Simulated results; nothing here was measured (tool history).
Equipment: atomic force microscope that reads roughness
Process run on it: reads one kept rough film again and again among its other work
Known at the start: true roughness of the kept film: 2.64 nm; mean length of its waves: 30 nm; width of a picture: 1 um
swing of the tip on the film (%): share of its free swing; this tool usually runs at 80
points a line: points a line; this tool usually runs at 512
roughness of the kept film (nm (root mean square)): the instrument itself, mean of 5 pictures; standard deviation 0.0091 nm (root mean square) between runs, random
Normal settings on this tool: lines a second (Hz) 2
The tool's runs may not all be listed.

| run | day | lines a second (Hz) | swing of the tip on the film (%) | points a line | roughness of the kept film (nm (root mean square)) |
|---|---|---|---|---|---|
| 1 | 0 | 2 | 80 | 512 | 1.945 |
| 2 | 1.567 | 2 | 68 | 512 | 2.035 |
| 3 | 5.121 | 2 | 68 | 512 | 1.881 |
|  | 6.7 | new tip fitted |
| 4 | 7.621 | 2 | 68 | 512 | 2.116 |
| 5 | 10.975 | 2 | 68 | 512 | 1.963 |
| 6 | 13.488 | 2 | 68 | 512 | 1.848 |
|  | 14.921 | new tip fitted |
| 7 | 16.308 | 2 | 69 | 512 | 2.091 |
| 8 | 19.429 | 1.11 | 76 | 302 | 1.943 |
| 9 | 21.504 | 0.84 | 86 | 406 | 1.816 |
|  | 23.146 | new tip fitted |
| 10 | 24.996 | 2 | 60 | 519 | 2.148 |
| 11 | 28.004 | 2 | 56 | 872 | 2.053 |

Below are 4 alternative next runs, each starting from the tool's condition after run 11. Predict each:
| A | 29.95 | 2 | 81 | 392 | ? |
| B | 29.95 | 3.11 | 89 | 365 | ? |
| C | 29.95 | 0.78 | 66 | 264 | ? |
| D | 29.95 | 2 | 81 | 372 | ? |

| run | roughness of the kept film (nm (root mean square)) |
|---|---|
| A | 1.688 |
| B | 1.375 |
| C | 1.942 |
| D | 1.688 |
With the hidden condition removed and each run's random variation left untouched, the same runs would have given:
| run | roughness of the kept film (nm (root mean square)) |
|---|---|
| A | 2.007 |
| B | 1.636 |
| C | 2.311 |
| D | 2.007 |
